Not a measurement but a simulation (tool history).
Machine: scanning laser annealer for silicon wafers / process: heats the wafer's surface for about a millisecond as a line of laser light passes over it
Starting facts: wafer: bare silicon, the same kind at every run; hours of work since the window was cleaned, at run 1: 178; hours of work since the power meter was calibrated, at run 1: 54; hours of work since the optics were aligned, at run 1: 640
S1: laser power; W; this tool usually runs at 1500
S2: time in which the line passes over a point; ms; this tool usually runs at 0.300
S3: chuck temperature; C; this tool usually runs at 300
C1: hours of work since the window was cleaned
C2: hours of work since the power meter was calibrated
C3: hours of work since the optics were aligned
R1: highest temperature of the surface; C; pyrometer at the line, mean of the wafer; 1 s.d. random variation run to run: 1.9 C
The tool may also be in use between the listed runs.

run   hour    S1     S2   S3   C1   C2   C3    R1
  1    0.0  1500  0.300  300  178   54  640  1051
  2    8.6  1500  0.300  300  183   59  645  1052
  3   13.4  1500  0.300  300  185   61  647  1051
  4   21.3  1500  0.300  300  190   66  652  1049
  5   26.9  1500  0.300  300  193   69  655  1048
  6   33.8  1500  0.300  300  197   73  659  1046
  7   41.0  1500  0.310  300  201   77  663  1061
  8   45.7  1492  0.300  300  204   79  665  1042
  9   52.2  1500  0.300  270  207   83  669  1020
 10   58.6  1500  0.300  270  211   87  673  1014
 11   65.3  1500  0.294  270  214   90  676  1009
 12   69.5  1500  0.294  270  217   93  679  1007
 13   77.9  1500  0.294  270  221   97  683  1006
      83.6  -- optics aligned, line set to its width
 14   92.0  1500  0.300  300  227  103    5  1035
 15  100.9  1500  0.300  300  232  108   10  1035
 16  108.8  1500  0.300  300  236  112   14  1033
     115.5  -- optics aligned, line set to its width, once more
 17  121.7  1500  0.259  300  240  116    3  1001
 18  128.5  1500  0.259  300  244  120    7   997
 19  134.6  1500  0.259  300  248  124   11  1001
 20  139.5  1336  0.259  300  250  126   13   915
 21  148.6  1336  0.259  300  255  131   18   912
 22  153.5  1561  0.343  276  258  134   21  1132
 23  161.4  1526  0.370  331  263  138   26  1196
 24  167.9  1414  0.296  333  266  142   29  1034
 25  174.5  1500  0.300  322  270  146   33  1078
 26  182.1  1451  0.271  279  274  150   37   970
 27  190.6  1429  0.232  301  279  155   42   920
 28  196.7  1429  0.296  301  282  158   45  1008
 29  200.5  1500  0.246  300  284  160   47   974
 30  207.4  1500  0.246  300  288  164   51   974
 31  211.7  1364  0.310  300  291  167   54   991
 32  217.6  1500  0.300  289  294  170   57  1042
 33  222.2  1500  0.340  289  296  172   60  1095
 34  231.4  1500  0.340  289  302  178   65  1097
 35  240.6  1500  0.340  289  307  183   70  1094
 36  246.9  1612  0.256  289  310  186   73  1033
 37  253.3  1277  0.380  300  314  190   77  1018
 38  261.5  1540  0.325  300  318  194   81  1110
 39  266.0  1540  0.325  300  321  197   84  1107
 40  272.2  1500  0.301  308  324  200   87  1058
 41  279.2  1579  0.249  308  328  204   91  1025

Each row is a separate what-if for the run after 41, all from the same tool condition, not one after another. Results?
  A  283.5  1500  0.259  314  331  207  94   ?
  B  283.5  1500  0.300  272  331  207  94   ?
  C  283.5  1574  0.349  281  331  207  94   ?

run    R1
  A  1001
  B  1020
  C  1143
With the hidden condition removed and each run's random variation left untouched, the same runs would have given:
run    R1
  A  1035
  B  1057
  C  1186
